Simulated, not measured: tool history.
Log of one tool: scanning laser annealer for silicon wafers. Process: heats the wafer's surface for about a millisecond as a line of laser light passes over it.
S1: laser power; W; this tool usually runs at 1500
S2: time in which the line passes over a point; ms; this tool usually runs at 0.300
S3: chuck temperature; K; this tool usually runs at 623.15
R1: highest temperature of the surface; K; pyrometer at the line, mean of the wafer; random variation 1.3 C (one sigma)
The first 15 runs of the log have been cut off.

run    hour    S1     S2      S3       R1
     1119.7  -- window over the wafer cleaned
 16  1160.8  1649  0.300  623.15  1561.15
 17  1237.8  1309  0.300  623.15  1359.15
 18  1341.5  1309  0.300  623.15  1358.15
 19  1440.8  1309  0.300  623.15  1356.15
 20  1511.7  1500  0.300  623.15  1471.15
 21  1600.1  1500  0.314  623.15  1496.15
 22  1693.8  1303  0.261  605.15  1279.15
 23  1742.8  1437  0.313  659.15  1491.15
 24  1812.0  1437  0.313  659.15  1492.15
 25  1862.3  1289  0.238  616.15  1250.15
 26  1934.9  1289  0.238  616.15  1251.15
 27  2026.7  1289  0.238  616.15  1250.15
 28  2089.0  1289  0.238  616.15  1248.15
     2115.9  -- window over the wafer cleaned
 29  2188.2  1364  0.353  652.15  1495.15
 30  2286.1  1286  0.298  583.15  1299.15
 31  2338.8  1504  0.300  663.15  1514.15
 32  2398.0  1504  0.300  663.15  1516.15
 33  2445.0  1504  0.300  663.15  1517.15
     2488.6  -- optics aligned, line set to its width
 34  2539.7  1428  0.217  653.15  1326.15
 35  2610.2  1353  0.286  620.15  1358.15
 36  2709.2  1500  0.300  648.15  1497.15
 37  2800.4  1390  0.284  631.15  1390.15
 38  2861.0  1500  0.283  592.15  1413.15
 39  2931.0  1485  0.351  597.15  1514.15
 40  3009.2  1485  0.351  597.15  1516.15

Branching from run 40: 4 alternative next runs. What would each branch give?
     3023.8  -- laser's power meter calibrated
  A  3059.8  1399  0.300  623.15   ?
     3023.8  -- laser's power meter calibrated
  B  3059.8  1586  0.265  597.15   ?
     3023.8  -- laser's power meter calibrated
  C  3059.8  1581  0.263  623.15   ?
     3023.8  -- laser's power meter calibrated
  D  3059.8  1281  0.259  623.15   ?

run       R1
  A  1411.15
  B  1438.15
  C  1457.15
  D  1282.15
The same runs, with their run-to-run variation unchanged, on a tool lacking any hidden condition would have given:
run       R1
  A  1412.15
  B  1438.15
  C  1458.15
  D  1282.15
